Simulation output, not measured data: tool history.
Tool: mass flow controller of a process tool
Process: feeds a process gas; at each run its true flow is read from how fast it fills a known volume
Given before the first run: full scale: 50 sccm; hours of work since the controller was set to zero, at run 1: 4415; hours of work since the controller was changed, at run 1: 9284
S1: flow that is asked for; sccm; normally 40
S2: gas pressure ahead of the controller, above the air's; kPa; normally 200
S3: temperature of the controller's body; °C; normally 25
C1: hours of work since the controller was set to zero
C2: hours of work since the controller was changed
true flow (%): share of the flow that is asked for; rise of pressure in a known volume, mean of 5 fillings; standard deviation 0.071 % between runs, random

run 1 hour=0.0 | S1=40 S2=200 S3=25 | C1=4415 C2=9284 | true_flow_(%)=97.93
run 2 hour=367.8 | S1=40 S2=200 S3=25 | C1=4605 C2=9474 | true_flow_(%)=97.90
-- hour=633.9 controller's zero set anew
run 3 hour=846.9 | S1=40 S2=200 S3=25 | C1=110 C2=9722 | true_flow_(%)=98.14
run 4 hour=1332.4 | S1=40 S2=200 S3=25 | C1=361 C2=9973 | true_flow_(%)=98.11
run 5 hour=1866.0 | S1=24 S2=200 S3=25 | C1=637 C2=10249 | true_flow_(%)=97.74
run 6 hour=2117.1 | S1=29 S2=140 S3=21 | C1=767 C2=10379 | true_flow_(%)=97.87
run 7 hour=2623.9 | S1=29 S2=140 S3=21 | C1=1030 C2=10641 | true_flow_(%)=97.77
run 8 hour=3096.2 | S1=29 S2=140 S3=21 | C1=1274 C2=10886 | true_flow_(%)=97.70
run 9 hour=3467.1 | S1=17 S2=200 S3=25 | C1=1466 C2=11078 | true_flow_(%)=97.29
run 10 hour=3989.4 | S1=40 S2=188 S3=36 | C1=1736 C2=11348 | true_flow_(%)=99.05

Across each entry between runs, compare the hidden state at the last listed run before it with the hidden state at the first listed run after it:
Run 2 -> run 3: controller's zero set anew (hour 633.9)
  flow at rest that the sensor doesn't see, % of full scale: -0.335 -> -0.017; true flow over the shown one, %: -1.55 -> -1.6
  what was measured, less what the result would be without the hidden state, true flow (%): -1.97 -> -1.62
